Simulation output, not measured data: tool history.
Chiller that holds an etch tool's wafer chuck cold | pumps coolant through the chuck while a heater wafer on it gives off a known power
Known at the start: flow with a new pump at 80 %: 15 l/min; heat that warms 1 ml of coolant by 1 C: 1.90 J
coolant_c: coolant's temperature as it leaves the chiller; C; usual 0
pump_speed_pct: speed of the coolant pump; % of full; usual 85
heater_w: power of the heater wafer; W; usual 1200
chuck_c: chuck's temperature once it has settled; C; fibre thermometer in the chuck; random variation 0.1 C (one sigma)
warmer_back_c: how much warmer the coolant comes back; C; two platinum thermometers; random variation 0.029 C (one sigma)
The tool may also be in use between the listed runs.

{"run": 1, "hour": 0.0, "coolant_c": 0, "pump_speed_pct": 85, "heater_w": 1200, "chuck_c": 7.0, "warmer_back_c": 2.32}
{"run": 2, "hour": 22.2, "coolant_c": 0, "pump_speed_pct": 85, "heater_w": 1200, "chuck_c": 7.2, "warmer_back_c": 2.31}
{"run": 3, "hour": 55.6, "coolant_c": 0, "pump_speed_pct": 85, "heater_w": 1200, "chuck_c": 7.0, "warmer_back_c": 2.31}
{"run": 4, "hour": 83.6, "coolant_c": 0, "pump_speed_pct": 85, "heater_w": 1059, "chuck_c": 6.1, "warmer_back_c": 1.96}
{"run": 5, "hour": 97.7, "coolant_c": 0, "pump_speed_pct": 85, "heater_w": 1059, "chuck_c": 6.1, "warmer_back_c": 1.88}
{"run": 6, "hour": 114.8, "coolant_c": 0, "pump_speed_pct": 85, "heater_w": 1267, "chuck_c": 7.3, "warmer_back_c": 2.31}
{"run": 7, "hour": 141.3, "coolant_c": 0, "pump_speed_pct": 99, "heater_w": 1200, "chuck_c": 5.7, "warmer_back_c": 1.77}
{"run": 8, "hour": 173.3, "coolant_c": 0, "pump_speed_pct": 85, "heater_w": 1200, "chuck_c": 6.9, "warmer_back_c": 2.05}
{"run": 9, "hour": 190.1, "coolant_c": 0, "pump_speed_pct": 85, "heater_w": 1200, "chuck_c": 6.8, "warmer_back_c": 2.07}
{"run": 10, "hour": 204.5, "coolant_c": 0, "pump_speed_pct": 85, "heater_w": 1200, "chuck_c": 6.9, "warmer_back_c": 2.05}
{"run": 11, "hour": 235.9, "coolant_c": 8, "pump_speed_pct": 85, "heater_w": 1200, "chuck_c": 15.0, "warmer_back_c": 1.96}
{"run": 12, "hour": 255.1, "coolant_c": 8, "pump_speed_pct": 85, "heater_w": 1200, "chuck_c": 14.9, "warmer_back_c": 1.91}
{"run": 13, "hour": 273.4, "coolant_c": 0, "pump_speed_pct": 85, "heater_w": 1200, "chuck_c": 7.0, "warmer_back_c": 1.89}
{"hour": 297.1, "done": "gauge calibrated"}
{"run": 14, "hour": 307.1, "coolant_c": 0, "pump_speed_pct": 85, "heater_w": 1200, "chuck_c": 7.1, "warmer_back_c": 2.34}
{"run": 15, "hour": 332.0, "coolant_c": 0, "pump_speed_pct": 85, "heater_w": 1200, "chuck_c": 7.0, "warmer_back_c": 2.25}
{"run": 16, "hour": 356.3, "coolant_c": 0, "pump_speed_pct": 82, "heater_w": 1523, "chuck_c": 9.4, "warmer_back_c": 3.04}
{"run": 17, "hour": 376.9, "coolant_c": 0, "pump_speed_pct": 85, "heater_w": 1342, "chuck_c": 8.0, "warmer_back_c": 2.48}
{"run": 18, "hour": 401.9, "coolant_c": -4, "pump_speed_pct": 85, "heater_w": 1200, "chuck_c": 3.1, "warmer_back_c": 2.21}
{"run": 19, "hour": 430.9, "coolant_c": -4, "pump_speed_pct": 91, "heater_w": 609, "chuck_c": -0.5, "warmer_back_c": 0.88}
{"run": 20, "hour": 461.3, "coolant_c": 0, "pump_speed_pct": 88, "heater_w": 702, "chuck_c": 3.9, "warmer_back_c": 1.06}
{"run": 21, "hour": 483.3, "coolant_c": 9, "pump_speed_pct": 99, "heater_w": 1428, "chuck_c": 16.2, "warmer_back_c": 2.06}
{"run": 22, "hour": 507.7, "coolant_c": -1, "pump_speed_pct": 93, "heater_w": 733, "chuck_c": 2.9, "warmer_back_c": 0.95}
{"run": 23, "hour": 532.4, "coolant_c": 4, "pump_speed_pct": 70, "heater_w": 1137, "chuck_c": 11.9, "warmer_back_c": 2.4}
{"run": 24, "hour": 549.5, "coolant_c": 3, "pump_speed_pct": 83, "heater_w": 1137, "chuck_c": 9.8, "warmer_back_c": 1.88}
{"run": 25, "hour": 564.1, "coolant_c": 0, "pump_speed_pct": 96, "heater_w": 987, "chuck_c": 4.9, "warmer_back_c": 1.22}
{"run": 26, "hour": 593.0, "coolant_c": -6, "pump_speed_pct": 92, "heater_w": 1498, "chuck_c": 2.1, "warmer_back_c": 2.18}
{"run": 27, "hour": 624.2, "coolant_c": -6, "pump_speed_pct": 64, "heater_w": 1498, "chuck_c": 5.8, "warmer_back_c": 3.49}
{"run": 28, "hour": 649.7, "coolant_c": -6, "pump_speed_pct": 64, "heater_w": 1498, "chuck_c": 5.7, "warmer_back_c": 3.5}
{"run": 29, "hour": 674.9, "coolant_c": 0, "pump_speed_pct": 61, "heater_w": 1385, "chuck_c": 11.2, "warmer_back_c": 3.36}
{"run": 30, "hour": 698.5, "coolant_c": 8, "pump_speed_pct": 91, "heater_w": 670, "chuck_c": 11.8, "warmer_back_c": 0.54}

Forecast each of these 5 alternatives for the next run:
{"run": "A", "hour": 724.6, "coolant_c": -8, "pump_speed_pct": 81, "heater_w": 1020, "chuck_c": "?", "warmer_back_c": "?"}
{"run": "B", "hour": 724.6, "coolant_c": -8, "pump_speed_pct": 67, "heater_w": 685, "chuck_c": "?", "warmer_back_c": "?"}
{"run": "C", "hour": 724.6, "coolant_c": 8, "pump_speed_pct": 65, "heater_w": 670, "chuck_c": "?", "warmer_back_c": "?"}
{"run": "D", "hour": 724.6, "coolant_c": -1, "pump_speed_pct": 91, "heater_w": 1135, "chuck_c": "?", "warmer_back_c": "?"}
{"run": "E", "hour": 724.6, "coolant_c": 8, "pump_speed_pct": 63, "heater_w": 670, "chuck_c": "?", "warmer_back_c": "?"}

run=A chuck_c=-1.8 warmer_back_c=1.39
run=B chuck_c=-3.1 warmer_back_c=1.05
run=C chuck_c=13.1 warmer_back_c=1.07
run=D chuck_c=5.2 warmer_back_c=1.31
run=E chuck_c=13.3 warmer_back_c=1.16
Without the tool's hidden state the same runs would have given:
run=A chuck_c=-1.8 warmer_back_c=2.11
run=B chuck_c=-3.1 warmer_back_c=1.77
run=C chuck_c=13.1 warmer_back_c=1.79
run=D chuck_c=5.2 warmer_back_c=2.03
run=E chuck_c=13.3 warmer_back_c=1.88

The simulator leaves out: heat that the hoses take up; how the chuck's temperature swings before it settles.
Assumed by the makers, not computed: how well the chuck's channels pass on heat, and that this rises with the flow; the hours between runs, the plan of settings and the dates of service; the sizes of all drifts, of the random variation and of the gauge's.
